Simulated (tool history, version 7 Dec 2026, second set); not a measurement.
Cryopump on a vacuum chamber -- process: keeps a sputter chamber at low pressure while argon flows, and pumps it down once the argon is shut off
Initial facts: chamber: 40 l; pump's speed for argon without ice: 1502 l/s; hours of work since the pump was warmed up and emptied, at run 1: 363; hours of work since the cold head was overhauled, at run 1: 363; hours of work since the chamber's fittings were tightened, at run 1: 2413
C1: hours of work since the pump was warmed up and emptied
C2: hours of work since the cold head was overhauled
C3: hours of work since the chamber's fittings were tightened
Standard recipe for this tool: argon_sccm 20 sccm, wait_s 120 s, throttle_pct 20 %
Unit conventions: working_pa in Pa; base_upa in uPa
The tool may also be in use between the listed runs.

{"run": 1, "hour": 0.0, "argon_sccm": 20, "wait_s": 120, "throttle_pct": 20, "C1": 363, "C2": 363, "C3": 2413, "working_pa": 0.1132, "base_upa": 1.95}
{"run": 2, "hour": 18.9, "argon_sccm": 20, "wait_s": 120, "throttle_pct": 20, "C1": 375, "C2": 375, "C3": 2425, "working_pa": 0.1132, "base_upa": 1.93}
{"run": 3, "hour": 32.5, "argon_sccm": 20, "wait_s": 120, "throttle_pct": 20, "C1": 383, "C2": 383, "C3": 2433, "working_pa": 0.1138, "base_upa": 1.94}
{"run": 4, "hour": 46.6, "argon_sccm": 20, "wait_s": 120, "throttle_pct": 20, "C1": 392, "C2": 392, "C3": 2442, "working_pa": 0.1141, "base_upa": 2.02}
{"run": 5, "hour": 67.4, "argon_sccm": 11, "wait_s": 120, "throttle_pct": 20, "C1": 405, "C2": 405, "C3": 2455, "working_pa": 0.062, "base_upa": 1.93}
{"run": 6, "hour": 83.9, "argon_sccm": 11, "wait_s": 120, "throttle_pct": 20, "C1": 415, "C2": 415, "C3": 2465, "working_pa": 0.0627, "base_upa": 1.94}
{"run": 7, "hour": 102.3, "argon_sccm": 11, "wait_s": 120, "throttle_pct": 20, "C1": 426, "C2": 426, "C3": 2476, "working_pa": 0.0624, "base_upa": 1.98}
{"run": 8, "hour": 118.0, "argon_sccm": 30, "wait_s": 120, "throttle_pct": 48, "C1": 436, "C2": 436, "C3": 2486, "working_pa": 0.073, "base_upa": 2.01}
{"run": 9, "hour": 139.9, "argon_sccm": 10, "wait_s": 120, "throttle_pct": 48, "C1": 450, "C2": 450, "C3": 2499, "working_pa": 0.0249, "base_upa": 2.02}
{"run": 10, "hour": 161.4, "argon_sccm": 10, "wait_s": 120, "throttle_pct": 48, "C1": 463, "C2": 463, "C3": 2513, "working_pa": 0.0243, "base_upa": 2.03}
{"run": 11, "hour": 183.9, "argon_sccm": 16, "wait_s": 39, "throttle_pct": 19, "C1": 477, "C2": 477, "C3": 2527, "working_pa": 0.0958, "base_upa": 2.79}
{"run": 12, "hour": 197.1, "argon_sccm": 16, "wait_s": 43, "throttle_pct": 22, "C1": 485, "C2": 485, "C3": 2535, "working_pa": 0.0833, "base_upa": 2.74}
{"run": 13, "hour": 222.0, "argon_sccm": 16, "wait_s": 43, "throttle_pct": 22, "C1": 500, "C2": 500, "C3": 2550, "working_pa": 0.0837, "base_upa": 2.75}
{"run": 14, "hour": 232.8, "argon_sccm": 37, "wait_s": 102, "throttle_pct": 20, "C1": 507, "C2": 507, "C3": 2557, "working_pa": 0.2121, "base_upa": 2.11}

A few steps of working_pa between consecutive runs. Split each: what settings, incoming material and random variation would produce without the hidden state, and what is left over for the hidden state, along with gauge scatter present in only one of the two compared results (measured, and without hidden state):
Unlogged tool condition in this case: pump's speed, % of a pump's without ice; cold plate's temperature, K; leak into the chamber, uPa l/s; drift of the gauge itself on working_pa, %; drift of the gauge itself on base_upa, %.
Run 13 -> 14: argon_sccm 16 -> 37, wait_s 43 -> 102, throttle_pct 22 -> 20. working_pa +0.1284 Pa: hidden state +0.002, all else +0.1264.

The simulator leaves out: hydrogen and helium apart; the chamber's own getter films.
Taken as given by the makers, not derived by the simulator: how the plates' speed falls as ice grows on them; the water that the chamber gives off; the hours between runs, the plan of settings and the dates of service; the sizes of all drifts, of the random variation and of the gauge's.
